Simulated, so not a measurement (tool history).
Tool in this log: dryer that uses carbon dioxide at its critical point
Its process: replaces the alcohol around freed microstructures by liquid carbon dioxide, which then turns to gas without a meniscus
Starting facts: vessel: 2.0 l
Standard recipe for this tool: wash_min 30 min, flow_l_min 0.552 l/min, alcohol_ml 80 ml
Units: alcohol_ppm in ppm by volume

| run | hour | wash_min | flow_l_min | alcohol_ml | alcohol_ppm |
|---|---|---|---|---|---|
| 1 | 0.0 | 30 | 0.552 | 80 | 99 |
| 2 | 19.1 | 30 | 0.552 | 80 | 114 |
| 3 | 40.5 | 30 | 0.552 | 80 | 118 |
| 4 | 52.1 | 30 | 0.552 | 80 | 109 |
| 5 | 73.7 | 30 | 0.552 | 80 | 108 |
| 6 | 95.3 | 30 | 0.552 | 80 | 128 |
| 7 | 111.7 | 30 | 0.552 | 80 | 120 |
| 8 | 129.0 | 30 | 0.552 | 80 | 131 |
| 9 | 141.4 | 30 | 0.552 | 26 | 111 |
| 10 | 155.1 | 30 | 0.838 | 26 | 113 |
| 11 | 175.4 | 30 | 0.838 | 26 | 103 |
|  | 180.0 | inlet filter changed |
| 12 | 188.8 | 30 | 0.838 | 26 | 102 |
| 13 | 206.0 | 30 | 0.838 | 26 | 106 |
| 14 | 221.9 | 30 | 0.552 | 80 | 138 |
| 15 | 240.1 | 30 | 0.552 | 80 | 138 |
| 16 | 260.0 | 30 | 0.552 | 80 | 124 |
| 17 | 280.7 | 30 | 0.552 | 80 | 137 |
| 18 | 294.9 | 30 | 0.552 | 80 | 147 |
| 19 | 317.1 | 30 | 0.552 | 80 | 149 |
| 20 | 332.2 | 23 | 0.552 | 80 | 256 |
| 21 | 353.6 | 23 | 0.552 | 80 | 251 |
| 22 | 375.7 | 30 | 0.552 | 80 | 159 |
| 23 | 388.0 | 30 | 0.552 | 80 | 152 |
| 24 | 401.2 | 30 | 0.453 | 39 | 176 |
| 25 | 420.6 | 35 | 0.791 | 58 | 148 |
| 26 | 443.4 | 46 | 0.552 | 24 | 137 |
| 27 | 465.4 | 41 | 0.552 | 39 | 141 |
| 28 | 478.0 | 31 | 0.428 | 70 | 230 |
| 29 | 494.3 | 31 | 0.428 | 70 | 226 |
| 30 | 514.9 | 42 | 0.428 | 57 | 140 |
| 31 | 531.7 | 45 | 0.552 | 42 | 150 |
| 32 | 552.8 | 45 | 0.552 | 42 | 158 |
| 33 | 569.0 | 45 | 0.552 | 42 | 151 |
| 34 | 583.6 | 28 | 0.512 | 66 | 208 |
| 35 | 596.7 | 30 | 0.552 | 31 | 169 |
| 36 | 607.8 | 30 | 0.552 | 31 | 174 |
| 37 | 625.9 | 39 | 0.437 | 104 | 192 |
| 38 | 645.0 | 36 | 0.669 | 32 | 157 |
| 39 | 657.5 | 30 | 0.552 | 25 | 175 |
| 40 | 677.7 | 22 | 0.555 | 53 | 288 |
| 41 | 687.1 | 47 | 0.499 | 80 | 167 |
| 42 | 709.6 | 47 | 0.467 | 24 | 174 |
| 43 | 726.4 | 47 | 0.467 | 24 | 184 |

Below are 3 alternative next runs, each starting from the tool's condition after run 43. Predict each:
| A | 742.3 | 25 | 0.552 | 86 | ? |
| B | 742.3 | 30 | 0.689 | 80 | ? |
| C | 742.3 | 24 | 0.552 | 80 | ? |

| run | alcohol_ppm |
|---|---|
| A | 274 |
| B | 192 |
| C | 301 |
Without the tool's unlogged condition, the same runs would have read:
| run | alcohol_ppm |
|---|---|
| A | 83 |
| B | 18 |
| C | 102 |
